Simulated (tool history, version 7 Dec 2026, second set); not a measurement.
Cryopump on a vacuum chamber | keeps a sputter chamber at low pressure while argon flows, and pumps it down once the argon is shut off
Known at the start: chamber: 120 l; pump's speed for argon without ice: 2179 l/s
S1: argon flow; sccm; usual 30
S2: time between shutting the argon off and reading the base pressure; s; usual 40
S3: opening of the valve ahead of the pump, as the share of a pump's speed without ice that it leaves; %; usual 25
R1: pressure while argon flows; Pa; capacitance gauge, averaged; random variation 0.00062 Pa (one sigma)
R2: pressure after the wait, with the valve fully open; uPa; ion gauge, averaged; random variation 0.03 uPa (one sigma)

{"run": 1, "day": 0.0, "S1": 30, "S2": 40, "S3": 25, "R1": 0.0959, "R2": 3.11}
{"run": 2, "day": 0.5, "S1": 30, "S2": 166, "S3": 25, "R1": 0.0955, "R2": 2.21}
{"run": 3, "day": 1.217, "S1": 37, "S2": 40, "S3": 25, "R1": 0.1171, "R2": 3.19}
{"run": 4, "day": 1.867, "S1": 37, "S2": 40, "S3": 25, "R1": 0.1177, "R2": 3.12}
{"run": 5, "day": 2.5, "S1": 30, "S2": 40, "S3": 30, "R1": 0.0803, "R2": 3.22}
{"run": 6, "day": 3.108, "S1": 30, "S2": 40, "S3": 25, "R1": 0.0966, "R2": 3.14}
{"run": 7, "day": 3.421, "S1": 30, "S2": 40, "S3": 25, "R1": 0.0953, "R2": 3.17}
{"run": 8, "day": 4.067, "S1": 30, "S2": 40, "S3": 25, "R1": 0.0969, "R2": 3.24}
{"run": 9, "day": 4.692, "S1": 30, "S2": 40, "S3": 25, "R1": 0.0963, "R2": 3.2}
{"run": 10, "day": 5.208, "S1": 17, "S2": 31, "S3": 35, "R1": 0.0396, "R2": 3.63}
{"run": 11, "day": 5.583, "S1": 17, "S2": 31, "S3": 35, "R1": 0.0402, "R2": 3.65}
{"run": 12, "day": 5.904, "S1": 17, "S2": 31, "S3": 35, "R1": 0.0386, "R2": 3.58}
{"run": 13, "day": 6.642, "S1": 58, "S2": 27, "S3": 42, "R1": 0.1133, "R2": 3.88}
{"run": 14, "day": 7.229, "S1": 30, "S2": 90, "S3": 58, "R1": 0.0435, "R2": 2.49}
{"run": 15, "day": 7.808, "S1": 30, "S2": 90, "S3": 21, "R1": 0.1142, "R2": 2.6}
{"run": 16, "day": 8.521, "S1": 30, "S2": 90, "S3": 21, "R1": 0.1148, "R2": 2.47}

The next listed run, before its measurement:
{"run": 17, "day": 9.171, "S1": 19, "S2": 32, "S3": 27, "R1": "?", "R2": "?"}

R1: 0.0569 Pa
R2: 3.61 uPa
Without the tool's hidden state the same run would have given R1 0.0547 Pa, R2 1.77 uPa.
